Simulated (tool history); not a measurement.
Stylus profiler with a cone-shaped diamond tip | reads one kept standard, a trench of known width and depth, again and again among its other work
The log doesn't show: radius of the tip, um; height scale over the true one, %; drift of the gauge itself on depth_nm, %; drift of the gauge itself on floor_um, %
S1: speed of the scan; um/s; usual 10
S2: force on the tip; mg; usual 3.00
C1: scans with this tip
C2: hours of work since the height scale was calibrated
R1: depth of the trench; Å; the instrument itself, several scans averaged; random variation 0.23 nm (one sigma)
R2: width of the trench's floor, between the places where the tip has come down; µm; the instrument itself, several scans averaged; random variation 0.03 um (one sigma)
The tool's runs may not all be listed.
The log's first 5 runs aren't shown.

run 6 day=8.875 | S1=4 S2=3.00 | C1=2616 C2=392 | R1=10073.1 R2=96.25
run 7 day=11.050 | S1=4 S2=3.00 | C1=2819 C2=423 | R1=10078.9 R2=96.30
run 8 day=12.700 | S1=10 S2=3.00 | C1=2973 C2=446 | R1=10080.2 R2=96.22
run 9 day=14.867 | S1=10 S2=3.00 | C1=3175 C2=476 | R1=10077.1 R2=96.17
run 10 day=16.408 | S1=10 S2=3.01 | C1=3319 C2=498 | R1=10074.8 R2=96.18
run 11 day=18.846 | S1=10 S2=3.00 | C1=3546 C2=532 | R1=10074.3 R2=96.12
run 12 day=20.042 | S1=10 S2=3.00 | C1=3658 C2=549 | R1=10074.1 R2=96.13
run 13 day=21.179 | S1=10 S2=3.00 | C1=3764 C2=564 | R1=10072.0 R2=96.09
run 14 day=23.746 | S1=10 S2=3.00 | C1=4004 C2=600 | R1=10074.8 R2=96.14
run 15 day=25.079 | S1=10 S2=7.76 | C1=4128 C2=619 | R1=10154.4 R2=96.01
run 16 day=26.992 | S1=13 S2=3.00 | C1=4307 C2=646 | R1=10071.9 R2=95.99
run 17 day=28.538 | S1=10 S2=3.00 | C1=4451 C2=667 | R1=10073.5 R2=96.05
-- day=28.800 height scale calibrated on a step standard
run 18 day=30.979 | S1=7 S2=3.00 | C1=4677 C2=30 | R1=10065.1 R2=95.98
run 19 day=33.100 | S1=12 S2=3.00 | C1=4875 C2=60 | R1=10063.2 R2=95.99
run 20 day=34.350 | S1=12 S2=3.00 | C1=4991 C2=78 | R1=10061.9 R2=95.94
run 21 day=35.892 | S1=12 S2=3.00 | C1=5135 C2=99 | R1=10067.2 R2=95.92
run 22 day=38.021 | S1=12 S2=3.00 | C1=5334 C2=129 | R1=10058.4 R2=95.95
-- day=39.296 height scale calibrated on a step standard, once more
run 23 day=39.512 | S1=12 S2=3.00 | C1=5471 C2=3 | R1=10085.3 R2=95.93
run 24 day=41.750 | S1=3 S2=6.60 | C1=5680 C2=34 | R1=10148.4 R2=95.94
run 25 day=44.471 | S1=3 S2=6.60 | C1=5933 C2=72 | R1=10145.0 R2=95.88
run 26 day=46.908 | S1=10 S2=1.17 | C1=6161 C2=107 | R1=10040.8 R2=95.84
run 27 day=48.204 | S1=10 S2=1.17 | C1=6282 C2=125 | R1=10038.8 R2=95.79

Forecast run 28:
run 28 day=50.000 | S1=3 S2=1.86 | C1=6449 C2=150 | R1=? R2=?

{"run 28": {"R1": 10061.3, "R2": 95.81}}
Without the tool's hidden state the same run would have given R1 10066.6 Å, R2 96.49 µm.
